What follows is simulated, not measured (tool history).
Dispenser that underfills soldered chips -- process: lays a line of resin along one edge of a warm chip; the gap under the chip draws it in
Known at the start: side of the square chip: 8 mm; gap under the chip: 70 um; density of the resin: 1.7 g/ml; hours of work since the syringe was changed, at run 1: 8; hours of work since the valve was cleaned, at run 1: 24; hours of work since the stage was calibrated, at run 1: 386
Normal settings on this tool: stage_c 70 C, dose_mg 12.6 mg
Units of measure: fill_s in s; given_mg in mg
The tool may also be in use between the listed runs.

| run | hour | stage_c | dose_mg | hours of work since the syringe was changed | hours of work since the valve was cleaned | hours of work since the stage was calibrated | fill_s | given_mg |
|---|---|---|---|---|---|---|---|---|
| 1 | 0.0 | 70 | 12.6 | 8 | 24 | 386 | 97.3 | 12.43 |
|  | 1.0 | new syringe of resin |
| 2 | 8.4 | 70 | 12.6 | 5 | 30 | 392 | 88.8 | 12.36 |
|  | 12.5 | new syringe of resin |
| 3 | 20.1 | 70 | 12.6 | 6 | 39 | 400 | 89.9 | 12.30 |
|  | 24.8 | new syringe of resin |
| 4 | 31.1 | 70 | 12.6 | 5 | 47 | 408 | 87.9 | 12.30 |
|  | 36.4 | new syringe of resin |
| 5 | 41.1 | 70 | 12.6 | 3 | 54 | 415 | 84.5 | 12.31 |
| 6 | 46.8 | 69 | 12.6 | 8 | 58 | 420 | 101.5 | 12.25 |
|  | 48.8 | new syringe of resin |
| 7 | 57.5 | 69 | 12.6 | 6 | 66 | 427 | 99.9 | 12.20 |
|  | 60.5 | new syringe of resin |
| 8 | 69.0 | 69 | 12.6 | 6 | 74 | 436 | 97.0 | 12.10 |
|  | 71.8 | new syringe of resin |
| 9 | 76.3 | 70 | 12.6 | 3 | 79 | 441 | 85.8 | 12.08 |
| 10 | 82.1 | 57 | 12.6 | 8 | 84 | 445 | 202.2 | 12.06 |
|  | 83.6 | new syringe of resin |
|  | 90.5 | dispensing valve cleaned and set on the balance |
| 11 | 92.5 | 67 | 12.6 | 6 | 1 | 452 | 107.6 | 12.59 |
|  | 96.3 | new syringe of resin |
| 12 | 98.4 | 67 | 12.6 | 2 | 6 | 456 | 92.3 | 12.55 |
|  | 107.9 | new syringe of resin |
| 13 | 110.7 | 67 | 12.6 | 2 | 15 | 465 | 93.9 | 12.50 |
|  | 119.2 | new syringe of resin |
| 14 | 122.6 | 60 | 12.6 | 3 | 23 | 473 | 142.2 | 12.40 |
|  | 130.8 | new syringe of resin |
| 15 | 131.5 | 70 | 12.6 | 1 | 30 | 480 | 77.0 | 12.46 |
| 16 | 140.5 | 70 | 11.7 | 7 | 36 | 487 | 97.5 | 11.41 |
|  | 142.2 | new syringe of resin |
| 17 | 149.0 | 70 | 12.6 | 5 | 42 | 493 | 90.3 | 12.34 |
|  | 153.7 | new syringe of resin |
| 18 | 154.5 | 70 | 13.2 | 1 | 46 | 497 | 77.6 | 12.88 |
|  | 165.2 | new syringe of resin |
| 19 | 165.4 | 79 | 14.9 | 0 | 54 | 504 | 47.6 | 14.47 |
| 20 | 176.0 | 82 | 14.3 | 8 | 62 | 512 | 56.7 | 13.87 |
|  | 177.1 | new syringe of resin |
| 21 | 186.4 | 75 | 13.4 | 7 | 69 | 520 | 73.8 | 12.92 |
|  | 188.5 | new syringe of resin |
| 22 | 194.3 | 70 | 15.1 | 4 | 75 | 525 | 88.4 | 14.55 |
|  | 199.8 | new syringe of resin |
| 23 | 201.0 | 72 | 14.8 | 1 | 80 | 530 | 70.8 | 14.14 |
| 24 | 209.9 | 72 | 14.8 | 7 | 86 | 537 | 91.6 | 14.17 |
|  | 211.2 | new syringe of resin |
|  | 214.1 | dispensing valve cleaned and set on the balance |
| 25 | 217.8 | 57 | 12.7 | 4 | 3 | 542 | 182.3 | 12.57 |
|  | 223.4 | new syringe of resin |
| 26 | 229.7 | 73 | 15.4 | 5 | 11 | 550 | 76.4 | 15.21 |
|  | 235.3 | new syringe of resin |
| 27 | 241.6 | 57 | 12.1 | 5 | 20 | 559 | 185.2 | 11.99 |
|  | 247.4 | new syringe of resin |
| 28 | 254.2 | 56 | 14.7 | 5 | 29 | 568 | 200.0 | 14.39 |
|  | 259.0 | new syringe of resin |
| 29 | 262.2 | 59 | 12.6 | 2 | 35 | 574 | 152.6 | 12.39 |
|  | 270.7 | new syringe of resin |
| 30 | 275.2 | 59 | 12.6 | 3 | 44 | 583 | 160.7 | 12.26 |
|  | 282.0 | new syringe of resin |
| 31 | 283.3 | 64 | 15.9 | 1 | 50 | 589 | 108.2 | 15.46 |
|  | 293.5 | new syringe of resin |
| 32 | 295.1 | 69 | 12.9 | 1 | 59 | 598 | 86.9 | 12.50 |
| 33 | 301.5 | 69 | 11.2 | 6 | 63 | 602 | 105.9 | 10.78 |
|  | 305.1 | new syringe of resin |
| 34 | 309.5 | 75 | 15.9 | 3 | 69 | 608 | 65.2 | 15.32 |

Forecast each of these 3 alternatives for the next run:
|  | 317.3 | new syringe of resin |
| A | 321.6 | 68 | 11.2 | 3 | 78 | 617 | ? | ? |
|  | 317.3 | new syringe of resin |
| B | 321.6 | 82 | 15.9 | 3 | 78 | 617 | ? | ? |
|  | 317.3 | new syringe of resin |
| C | 321.6 | 65 | 12.6 | 3 | 78 | 617 | ? | ? |

| run | fill_s | given_mg |
|---|---|---|
| A | 99.8 | 10.68 |
| B | 47.4 | 15.23 |
| C | 113.8 | 12.04 |
Had the tool no hidden state, the same runs would have come out as:
| run | fill_s | given_mg |
|---|---|---|
| A | 74.1 | 11.16 |
| B | 35.8 | 15.93 |
| C | 84.4 | 12.58 |

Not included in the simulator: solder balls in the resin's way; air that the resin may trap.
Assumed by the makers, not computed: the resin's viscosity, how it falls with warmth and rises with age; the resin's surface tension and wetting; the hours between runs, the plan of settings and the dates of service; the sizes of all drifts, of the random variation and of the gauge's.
